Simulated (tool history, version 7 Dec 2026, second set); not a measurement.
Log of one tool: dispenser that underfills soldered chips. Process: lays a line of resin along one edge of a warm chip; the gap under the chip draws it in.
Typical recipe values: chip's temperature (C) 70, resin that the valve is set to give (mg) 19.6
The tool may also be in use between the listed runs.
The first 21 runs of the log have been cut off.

run	hour	chip's temperature (C)	resin that the valve is set to give (mg)	time until the resin shows at the far edge (s)	resin that the valve gave (mg)
# hour 163.4: new syringe of resin
22	164.5	56	23.6	319.8	23.53
23	170.1	73	19.6	180.6	19.5
# hour 172.8: new syringe of resin
24	179.6	55	19.6	445	19.33
# hour 182.8: new syringe of resin
25	188.8	55	19.6	426.6	19.43
# hour 192.4: new syringe of resin
26	196.1	55	19.6	383.9	19.19
# hour 201.9: new syringe of resin
27	201.9	74	24.5	120.1	24.13
28	208.9	74	19.3	171.2	18.75
# hour 212: new syringe of resin
29	218.6	62	19.1	306.8	18.7
# hour 221.4: new syringe of resin
30	226.6	62	19.1	288.9	18.64
# hour 231: new syringe of resin
31	236	69	18.3	199	17.73
# hour 240.9: new syringe of resin
32	242.1	56	19.6	320.1	18.82
33	249.8	56	22.4	457	21.52
# hour 250.8: new syringe of resin
34	255.6	70	22.5	181.6	21.64
# hour 260.6: new syringe of resin
35	264.8	79	16.9	121.3	16.07

Here are 4 independent what-if runs from the current tool condition. What would each one return?
# hour 270.3: new syringe of resin
A	270.4	69	20.5	?	?
# hour 270.3: new syringe of resin
B	270.4	62	19.6	?	?
# hour 270.3: new syringe of resin
C	270.4	79	21.5	?	?
# hour 270.3: new syringe of resin
D	270.4	59	19.3	?	?

run	time until the resin shows at the far edge (s)	resin that the valve gave (mg)
A	154.8	19.44
B	221	18.71
C	97	20.37
D	255.2	18.4
What these runs would have given with no unlogged condition in the tool:
run	time until the resin shows at the far edge (s)	resin that the valve gave (mg)
A	171.1	20.42
B	245	19.64
C	106.7	21.4
D	283.4	19.32

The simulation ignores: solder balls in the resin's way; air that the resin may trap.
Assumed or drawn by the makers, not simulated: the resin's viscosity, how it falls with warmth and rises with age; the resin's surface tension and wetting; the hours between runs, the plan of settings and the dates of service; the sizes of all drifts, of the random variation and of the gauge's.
